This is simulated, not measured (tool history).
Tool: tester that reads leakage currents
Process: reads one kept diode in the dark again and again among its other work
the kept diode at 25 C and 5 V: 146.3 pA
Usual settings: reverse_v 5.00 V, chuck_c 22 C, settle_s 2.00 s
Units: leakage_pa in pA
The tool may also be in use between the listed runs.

run    hour  reverse_v  chuck_c  settle_s  leakage_pa
  1     0.0       5.00       22      2.00      125.30
  2    41.4       7.18       22      2.00      155.62
  3    89.9       7.18       22      2.00      155.42
  4   121.4       5.00       37      2.00      396.82
  5   174.4       5.00       37      2.00      399.53
  6   227.4       5.00       51      2.00     1058.94
  7   282.9       5.00       22      2.00      129.12
  8   313.0       1.61       22      2.00       66.40
      370.9  -- chuck's temperature calibrated
  9   371.6       5.00       22      0.54      115.16
 10   418.0       5.00       23      2.00      124.29
 11   463.0       5.00       23      2.00      124.64
 12   492.2       5.00       23      2.00      126.12
 13   545.7       5.00       29      2.00      201.34
 14   585.1       9.82       45      0.47      966.47
 15   632.7       8.90       22      0.51      167.39
      638.8  -- tester calibrated
 16   693.4       2.56       22      0.76       79.06
 17   745.3       1.66       54      2.59      630.17
 18   772.6       1.66       54      2.59      633.16
 19   833.1       1.55       22      0.37       59.96
 20   861.0       1.55       22      0.37       60.27
 21   911.2       5.00       52      9.72     1063.73
 22   947.6       2.84       37      0.38      270.99
 23   975.4       2.84       37      0.38      271.58
      997.3  -- tester calibrated, once more
 24  1023.5       5.00       22      3.22      125.37
 25  1054.9       8.73       21      3.22      162.55

4 ways to go on from here, each from the tool as it stands after run 25. What would each give?
  A  1095.8       4.78       30      2.00           ?
  B  1095.8       2.65       26      0.54           ?
  C  1095.8       3.35       38      1.58           ?
  D  1095.8       3.87       22      2.00           ?

run  leakage_pa
  A      228.67
  B      119.76
  C      335.64
  D      108.46
Without the tool's hidden state the same runs would have given:
run  leakage_pa
  A      211.41
  B      110.47
  C      313.47
  D       98.99
